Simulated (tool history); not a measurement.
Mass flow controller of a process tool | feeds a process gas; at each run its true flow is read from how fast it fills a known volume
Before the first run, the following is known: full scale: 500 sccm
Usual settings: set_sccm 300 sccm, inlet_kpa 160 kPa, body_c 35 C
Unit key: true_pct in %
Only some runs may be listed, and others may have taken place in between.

run 1 hour=0 | set_sccm=300 inlet_kpa=160 body_c=35 | true_pct=98.65
run 2 hour=117.9 | set_sccm=300 inlet_kpa=160 body_c=35 | true_pct=98.78
run 3 hour=199.5 | set_sccm=300 inlet_kpa=160 body_c=35 | true_pct=98.81
run 4 hour=342.5 | set_sccm=300 inlet_kpa=143 body_c=35 | true_pct=99.2
run 5 hour=464.8 | set_sccm=300 inlet_kpa=160 body_c=35 | true_pct=99.07
run 6 hour=598.8 | set_sccm=300 inlet_kpa=160 body_c=35 | true_pct=99.01
run 7 hour=745.6 | set_sccm=300 inlet_kpa=160 body_c=35 | true_pct=99.43
run 8 hour=870.6 | set_sccm=300 inlet_kpa=160 body_c=35 | true_pct=99.46
run 9 hour=991.2 | set_sccm=54 inlet_kpa=237 body_c=23 | true_pct=98.39
run 10 hour=1129.3 | set_sccm=54 inlet_kpa=207 body_c=30 | true_pct=98.39
run 11 hour=1259.1 | set_sccm=178 inlet_kpa=160 body_c=35 | true_pct=99.11
run 12 hour=1330.4 | set_sccm=300 inlet_kpa=162 body_c=21 | true_pct=100.79
run 13 hour=1467 | set_sccm=209 inlet_kpa=155 body_c=20 | true_pct=100.34
run 14 hour=1544.9 | set_sccm=60 inlet_kpa=192 body_c=30 | true_pct=98.85
run 15 hour=1655 | set_sccm=58 inlet_kpa=192 body_c=30 | true_pct=98.93

Branching from run 15: 5 alternative next runs. What would each branch give?
run A hour=1796.8 | set_sccm=346 inlet_kpa=192 body_c=30 | true_pct=?
run B hour=1796.8 | set_sccm=129 inlet_kpa=160 body_c=35 | true_pct=?
run C hour=1796.8 | set_sccm=197 inlet_kpa=145 body_c=20 | true_pct=?
run D hour=1796.8 | set_sccm=97 inlet_kpa=234 body_c=30 | true_pct=?
run E hour=1796.8 | set_sccm=181 inlet_kpa=240 body_c=30 | true_pct=?

run=A true_pct=100.65
run=B true_pct=99.5
run=C true_pct=100.69
run=D true_pct=98.99
run=E true_pct=99.32
Without the tool's hidden state the same runs would have given:
run=A true_pct=98.92
run=B true_pct=97.78
run=C true_pct=98.96
run=D true_pct=97.28
run=E true_pct=97.61
